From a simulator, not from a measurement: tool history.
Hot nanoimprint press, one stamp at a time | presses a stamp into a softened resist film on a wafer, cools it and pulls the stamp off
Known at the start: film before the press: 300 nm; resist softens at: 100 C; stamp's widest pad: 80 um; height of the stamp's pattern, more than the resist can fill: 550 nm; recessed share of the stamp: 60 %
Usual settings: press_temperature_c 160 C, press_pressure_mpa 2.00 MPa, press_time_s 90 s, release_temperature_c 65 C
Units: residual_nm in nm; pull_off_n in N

run    hour  press_temperature_c  press_pressure_mpa  press_time_s  release_temperature_c  residual_nm  pull_off_n
  1     0.0                  160                2.00            90                     65        137.5         230
       14.2  -- stamp cleaned and given a new release coat
  2    76.2                  160                2.00            90                     65        140.4         185
  3   133.3                  160                2.00            90                     65        141.9         199
      154.8  -- press's hydraulic seals changed and the load cell set to zero
  4   209.3                  160                2.00            90                     65        133.6         209
  5   292.6                  160                2.00            90                     65        134.5         236
      307.1  -- stamp cleaned and given a new release coat
  6   367.4                  160                2.00            90                     65        135.8         185
  7   454.2                  160                2.00            90                     65        137.2         198
  8   545.4                  160                2.00            90                     65        138.1         227
      554.1  -- plate thermocouple calibrated
      594.8  -- stamp cleaned and given a new release coat
  9   636.2                  160                2.00            90                     65        143.5         184
 10   694.4                  159                2.00            90                     65        153.2         204
 11   758.7                  159                2.00            90                     65        153.2         228
 12   814.9                  160                2.58            90                     65        130.1         226
      876.9  -- stamp cleaned and given a new release coat
 13   917.4                  160                2.00            90                     65        148.2         187
 14   982.2                  160                2.00            90                     65        150.1         212
 15  1058.0                  160                2.00            90                     65        153.0         220
     1086.2  -- plate thermocouple calibrated, once more
 16  1129.6                  160                2.00            90                     62        138.1         247
     1160.4  -- stamp cleaned and given a new release coat
 17  1204.0                  160                2.00            90                     62        139.9         193
 18  1283.9                  157                2.07            90                     65        160.1         205
 19  1378.7                  164                2.00            90                     70        117.5         194
     1439.6  -- stamp cleaned and given a new release coat
 20  1439.6                  164                1.91           104                     54        114.2         230
 21  1534.4                  164                1.91            71                     72        130.9         153
 22  1589.3                  161                2.00           141                     65        121.0         208
 23  1646.0                  161                2.00           141                     65        122.1         219
     1695.8  -- plate thermocouple calibrated
     1727.4  -- stamp cleaned and given a new release coat
 24  1741.3                  161                2.00           141                     65        113.2         177
 25  1783.3                  161                2.00           141                     71        113.9         151
     1840.9  -- press's hydraulic seals changed and the load cell set to zero
 26  1840.9                  160                2.93            90                     65        103.6         187
 27  1905.0                  160                2.93            90                     65        104.6         217

Forecast each of these 3 alternatives for the next run:
  A  1960.3                  160                2.00           118                     65            ?           ?
  B  1960.3                  160                1.20            92                     65            ?           ?
  C  1960.3                  160                2.93            90                     57            ?           ?

run  residual_nm  pull_off_n
  A        122.0         228
  B        171.9         218
  C        108.1         268
Without the tool's hidden state the same runs would have given:
run  residual_nm  pull_off_n
  A        118.8         178
  B        168.4         170
  C        105.0         210
